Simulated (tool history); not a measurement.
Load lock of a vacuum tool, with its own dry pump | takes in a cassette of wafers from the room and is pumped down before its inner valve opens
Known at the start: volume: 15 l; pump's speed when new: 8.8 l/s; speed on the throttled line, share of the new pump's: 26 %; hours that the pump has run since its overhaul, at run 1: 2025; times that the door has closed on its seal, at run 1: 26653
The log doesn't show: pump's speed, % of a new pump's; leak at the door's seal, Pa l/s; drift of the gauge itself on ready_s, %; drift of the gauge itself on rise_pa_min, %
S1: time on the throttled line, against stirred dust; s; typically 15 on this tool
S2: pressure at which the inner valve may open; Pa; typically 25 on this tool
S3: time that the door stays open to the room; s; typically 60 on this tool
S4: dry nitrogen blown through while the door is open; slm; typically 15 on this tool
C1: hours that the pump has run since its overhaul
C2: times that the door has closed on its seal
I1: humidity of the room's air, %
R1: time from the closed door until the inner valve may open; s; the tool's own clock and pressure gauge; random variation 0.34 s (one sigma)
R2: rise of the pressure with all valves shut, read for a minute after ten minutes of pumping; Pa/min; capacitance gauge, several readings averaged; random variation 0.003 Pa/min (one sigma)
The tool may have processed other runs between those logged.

run 1 day=0 | S1=15 S2=25 S3=60 S4=15 | C1=2025 C2=26653 | I1=43.7 | R1=26 R2=0.118
run 2 day=3.4 | S1=15 S2=23 S3=60 S4=15 | C1=2107 C2=26883 | I1=44.4 | R1=25.3 R2=0.117
run 3 day=5.888 | S1=15 S2=23 S3=60 S4=15 | C1=2166 C2=27051 | I1=44.3 | R1=25.8 R2=0.119
run 4 day=8.317 | S1=15 S2=23 S3=60 S4=15 | C1=2225 C2=27216 | I1=46.3 | R1=24.9 R2=0.123
run 5 day=10.821 | S1=15 S2=25 S3=60 S4=24 | C1=2285 C2=27385 | I1=44.5 | R1=25.4 R2=0.114
run 6 day=14.612 | S1=15 S2=20 S3=60 S4=15 | C1=2376 C2=27642 | I1=49.5 | R1=26 R2=0.125
run 7 day=17.588 | S1=15 S2=20 S3=60 S4=15 | C1=2447 C2=27843 | I1=45.5 | R1=25.8 R2=0.126
run 8 day=22.421 | S1=15 S2=20 S3=60 S4=4 | C1=2563 C2=28170 | I1=46.1 | R1=25.6 R2=0.15
run 9 day=26.933 | S1=15 S2=20 S3=60 S4=4 | C1=2671 C2=28476 | I1=46.8 | R1=26.3 R2=0.146
run 10 day=29.475 | S1=15 S2=20 S3=60 S4=4 | C1=2732 C2=28648 | I1=40.6 | R1=25.7 R2=0.141
run 11 day=32.779 | S1=15 S2=20 S3=60 S4=4 | C1=2812 C2=28872 | I1=45.8 | R1=25.8 R2=0.147
run 12 day=34.971 | S1=15 S2=20 S3=60 S4=4 | C1=2864 C2=29020 | I1=44.5 | R1=25.9 R2=0.142
run 13 day=38.754 | S1=15 S2=25 S3=60 S4=15 | C1=2955 C2=29276 | I1=43.1 | R1=25.7 R2=0.13
run 14 day=40.733 | S1=15 S2=25 S3=60 S4=15 | C1=3003 C2=29410 | I1=50 | R1=25.6 R2=0.134
run 15 day=42.758 | S1=15 S2=25 S3=60 S4=15 | C1=3051 C2=29547 | I1=43.7 | R1=25.7 R2=0.128
run 16 day=46.167 | S1=15 S2=25 S3=60 S4=15 | C1=3133 C2=29778 | I1=45 | R1=25.6 R2=0.123
run 17 day=50.412 | S1=15 S2=25 S3=60 S4=15 | C1=3235 C2=30065 | I1=44.4 | R1=25.5 R2=0.129
run 18 day=55.029 | S1=15 S2=25 S3=60 S4=15 | C1=3346 C2=30377 | I1=46.4 | R1=25.6 R2=0.132
run 19 day=57.488 | S1=15 S2=25 S3=60 S4=15 | C1=3405 C2=30544 | I1=41.8 | R1=25.4 R2=0.133
run 20 day=60.071 | S1=15 S2=25 S3=60 S4=15 | C1=3467 C2=30719 | I1=45.2 | R1=25.8 R2=0.134
run 21 day=62.575 | S1=15 S2=25 S3=60 S4=15 | C1=3527 C2=30888 | I1=42.9 | R1=25.1 R2=0.128
run 22 day=66.833 | S1=15 S2=25 S3=60 S4=15 | C1=3629 C2=31176 | I1=44.3 | R1=26 R2=0.135
run 23 day=70.875 | S1=15 S2=25 S3=60 S4=15 | C1=3726 C2=31450 | I1=47 | R1=25.6 R2=0.139
run 24 day=73.629 | S1=10 S2=25 S3=130 S4=16 | C1=3792 C2=31636 | I1=48.8 | R1=21.8 R2=0.159
run 25 day=78.212 | S1=10 S2=25 S3=130 S4=16 | C1=3902 C2=31947 | I1=45.1 | R1=21.7 R2=0.157
run 26 day=81.908 | S1=10 S2=25 S3=55 S4=16 | C1=3991 C2=32197 | I1=47.1 | R1=22.8 R2=0.135
run 27 day=84.217 | S1=15 S2=23 S3=60 S4=15 | C1=4046 C2=32353 | I1=48.1 | R1=25.8 R2=0.146
run 28 day=87.388 | S1=15 S2=50 S3=26 S4=15 | C1=4122 C2=32568 | I1=44.5 | R1=24.8 R2=0.13
run 29 day=91.15 | S1=15 S2=31 S3=109 S4=38 | C1=4213 C2=32822 | I1=46.8 | R1=25.1 R2=0.134
run 30 day=95.825 | S1=19 S2=31 S3=109 S4=38 | C1=4325 C2=33139 | I1=45.3 | R1=28.2 R2=0.132
run 31 day=98.079 | S1=29 S2=19 S3=60 S4=15 | C1=4379 C2=33291 | I1=42.3 | R1=36.6 R2=0.139
run 32 day=101.188 | S1=20 S2=44 S3=53 S4=30 | C1=4453 C2=33502 | I1=49.9 | R1=28.4 R2=0.13
run 33 day=105.396 | S1=15 S2=22 S3=60 S4=15 | C1=4554 C2=33787 | I1=45.4 | R1=26.5 R2=0.152
run 34 day=109.792 | S1=26 S2=38 S3=229 S4=15 | C1=4660 C2=34084 | I1=46.2 | R1=33 R2=0.19
run 35 day=113.379 | S1=26 S2=38 S3=229 S4=15 | C1=4746 C2=34327 | I1=43.1 | R1=33.2 R2=0.186
run 36 day=118.258 | S1=26 S2=38 S3=229 S4=15 | C1=4863 C2=34657 | I1=42.6 | R1=32.8 R2=0.181
run 37 day=121.425 | S1=8 S2=25 S3=66 S4=9 | C1=4939 C2=34872 | I1=45.7 | R1=20.5 R2=0.169

Pick out some run-to-run changes in R1. Of each, how much would a tool without hidden state show as well, from the settings, what came in and chance, and how much is left for the hidden state and any gauge scatter not in both results compared?
Run 26 -> 27: S1 10 -> 15, S2 25 -> 23, S3 55 -> 60, S4 16 -> 15. R1 +3 s: hidden state -0.2, all else +3.2.
Run 30 -> 31: S1 19 -> 29, S2 31 -> 19, S3 109 -> 60, S4 38 -> 15. R1 +8.4 s: hidden state +0, all else +8.4.
Run 31 -> 32: S1 29 -> 20, S2 19 -> 44, S3 60 -> 53, S4 15 -> 30. R1 -8.2 s: hidden state +0, all else -8.2.
Run 32 -> 33: S1 20 -> 15, S2 44 -> 22, S3 53 -> 60, S4 30 -> 15. R1 -1.9 s: hidden state +0.2, all else -2.1.
Run 36 -> 37: S1 26 -> 8, S2 38 -> 25, S3 229 -> 66, S4 15 -> 9. R1 -12.3 s: hidden state +0.3, all else -12.6.
